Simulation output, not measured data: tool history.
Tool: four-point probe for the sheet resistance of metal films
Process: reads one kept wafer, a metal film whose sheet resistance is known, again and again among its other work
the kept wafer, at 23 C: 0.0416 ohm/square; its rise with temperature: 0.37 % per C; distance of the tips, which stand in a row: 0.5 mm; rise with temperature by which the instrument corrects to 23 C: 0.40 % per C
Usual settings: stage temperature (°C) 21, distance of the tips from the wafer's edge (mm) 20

run      day  stage temperature (°C)  distance of the tips from the wafer's edge (mm)  sheet resistance as the instrument gives it (ohm/square)
  1        0                      21                                               20                                                  0.041279
  2    1.646                      21                                               20                                                   0.04126
  3    4.629                      21                                               20                                                  0.041251
  4    6.929                      21                                               20                                                  0.041233
  5    9.888                      21                                               20                                                  0.041201
  6   13.058                      31                                               20                                                  0.041059
  7   14.433                      31                                               20                                                  0.041053
  8   16.938                      31                                               20                                                  0.041025
  9   18.604                      31                                               20                                                  0.041038
 10     21.9                      31                                               20                                                  0.040998
 11   24.167                      31                                               20                                                  0.040985
 12   26.338                      31                                               20                                                   0.04096
 13   27.988                      31                                               20                                                  0.040965
 14   31.208                      21                                               19                                                  0.041061
 15   33.662                      21                                               20                                                  0.041046
 16   35.058                      21                                               20                                                  0.041032
 17   37.525                      21                                               20                                                  0.041018
 18   39.696                      21                                               20                                                  0.041009
 19   42.838                      34                                               20                                                  0.040835
 20   45.133                      34                                               20                                                  0.040816
 21   46.571                      34                                               20                                                  0.040806
 22   48.029                      34                                               20                                                  0.040798
 23   51.283                      34                                               20                                                  0.040765
 24   53.979                      22                                               33                                                   0.04088
 25   56.033                      27                                               20                                                  0.040814
 26   59.267                      27                                               20                                                  0.040815
 27   62.479                      21                                               36                                                  0.040832
      63.642  -- new probe head fitted
 28   65.658                      34                                               16                                                  0.041278
 29   68.379                      26                                               38                                                  0.041318
 30     71.1                      25                                               12                                                   0.04135
 31   72.504                      25                                               12                                                  0.041333
 32   74.208                      25                                               20                                                  0.041322
 33   77.042                      21                                                5                                                  0.041549
 34   79.062                      21                                                5                                                  0.041523
 35   82.338                      29                                               20                                                  0.041197
 36   85.017                      29                                                4                                                  0.041523
 37   87.017                      32                                               40                                                  0.041118
 38   88.921                      25                                               10                                                  0.041245
 39   90.496                      33                                               13                                                  0.041135
 40   92.675                      31                                               47                                                  0.041094
 41   95.208                      31                                               47                                                  0.041078
 42   98.454                      31                                               47                                                  0.041051
 43  100.446                      33                                                9                                                  0.041089
 44   103.05                      33                                                9                                                  0.041071
 45  104.808                      19                                               25                                                  0.041157

Forecast each of these 4 alternatives for the next run:
  A  106.658                      18                                                4                                                         ?
  B  106.658                      19                                               44                                                         ?
  C  106.658                      24                                               25                                                         ?
  D  106.658                      31                                               39                                                         ?

run  sheet resistance as the instrument gives it (ohm/square)
  A                                                  0.041496
  B                                                  0.041151
  C                                                  0.041079
  D                                                  0.041003
Without the tool's hidden state the same runs would have given:
run  sheet resistance as the instrument gives it (ohm/square)
  A                                                   0.04201
  B                                                   0.04166
  C                                                  0.041586
  D                                                  0.041507
